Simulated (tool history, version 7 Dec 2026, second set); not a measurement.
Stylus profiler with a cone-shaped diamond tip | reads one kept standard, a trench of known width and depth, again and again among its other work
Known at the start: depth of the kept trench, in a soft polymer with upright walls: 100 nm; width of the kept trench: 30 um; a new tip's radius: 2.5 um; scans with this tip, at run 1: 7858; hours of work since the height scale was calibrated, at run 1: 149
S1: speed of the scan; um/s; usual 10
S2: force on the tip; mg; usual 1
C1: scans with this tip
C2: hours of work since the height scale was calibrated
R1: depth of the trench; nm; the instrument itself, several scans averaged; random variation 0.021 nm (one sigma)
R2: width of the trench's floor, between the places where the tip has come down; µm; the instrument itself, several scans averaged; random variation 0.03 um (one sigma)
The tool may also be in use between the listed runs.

run	hour	S1	S2	C1	C2	R1	R2
1	0	10	1	7858	149	100.38	28.18
2	61.8	10	0.82	8078	181	100.35	28.12
3	120.2	10	0.82	8285	211	100.33	28.07
4	171.5	10	1.58	8468	237	100.49	28.18
5	228.8	10	1.58	8671	266	100.49	28.13
6	285.5	10	1.58	8873	295	100.48	28.08
7	382	10	1.58	9216	344	100.46	28.08
8	480.2	4	1	9566	394	100.28	28.11
9	577.1	4	1	9910	443	100.28	28.09
10	644.5	4	1	10150	477	100.25	28.04
11	731.5	4	1	10459	521	100.28	28.01
12	778.6	4	2.68	10627	545	100.62	28.09
13	873.1	10	1	10963	593	100.23	27.96
14	930.9	10	1	11168	623	100.24	27.99
15	985.8	10	1	11363	651	100.24	28.03
16	1043	10	1	11567	680	100.22	28.01
17	1083.1	10	1	11710	700	100.2	27.93
18	1164.9	10	0.5	12001	742	100.06	27.93
19	1252.1	9	0.5	12311	786	100.06	27.9
20	1307.6	13	0.5	12508	814	100.09	27.87
21	1397.5	31	1	12828	860	100.15	27.72
22	1470.5	10	0.35	13087	897	99.99	27.8
23	1515.4	10	0.35	13247	920	99.99	27.88
24	1576.4	10	0.35	13464	951	99.95	27.82
# hour 1615: height scale calibrated on a step standard
25	1639	10	0.35	13685	12	99.82	27.82
26	1730.3	10	0.35	14010	59	99.8	27.82
# hour 1751: height scale calibrated on a step standard, once more
27	1796.2	6	1.82	14242	23	100.59	27.92
28	1838.5	22	1	14393	44	100.35	27.76
29	1895.3	22	1	14595	73	100.35	27.73
30	1960.2	15	0.49	14825	106	100.18	27.77
31	2033.1	2	0.48	15084	143	100.19	27.83
32	2080.4	2	0.48	15253	167	100.18	27.81
33	2142.7	2	0.48	15474	199	100.19	27.86
34	2230.5	2	0.48	15787	244	100.13	27.81
35	2321.1	10	0.68	16109	290	100.17	27.76
36	2379.9	10	1.66	16318	320	100.45	27.79
37	2425.7	10	1.66	16481	343	100.44	27.83
38	2511	12	0.9	16784	387	100.19	27.74
39	2551.5	12	0.9	16928	407	100.23	27.74
40	2618.9	11	0.73	17168	441	100.2	27.77
41	2707.5	11	0.73	17483	486	100.17	27.67
42	2788	11	0.73	17769	527	100.14	27.73
43	2840.7	11	0.73	17957	554	100.13	27.68
44	2930.5	17	0.62	18276	600	100.08	27.57
45	3026.4	5	2.33	18617	649	100.47	27.76

How the hidden state differs across the entries between the runs, from the last listed run before each to the first after it:
Between runs 24 and 25: height scale calibrated on a step standard (hour 1615)
  radius of the tip, um: 5.21 -> 5.25; height scale over the true one, %: -0.246 -> -0.392
  measured less the result without the state, R1: -0.25 -> -0.39 nm; R2: -0.63 -> -0.64 µm
Between runs 26 and 27: height scale calibrated on a step standard, once more (hour 1751)
  radius of the tip, um: 5.32 -> 5.37; height scale over the true one, %: -0.406 -> -0.014
  measured less the result without the state, R1: -0.4 -> -0.02 nm; R2: -0.65 -> -0.66 µm
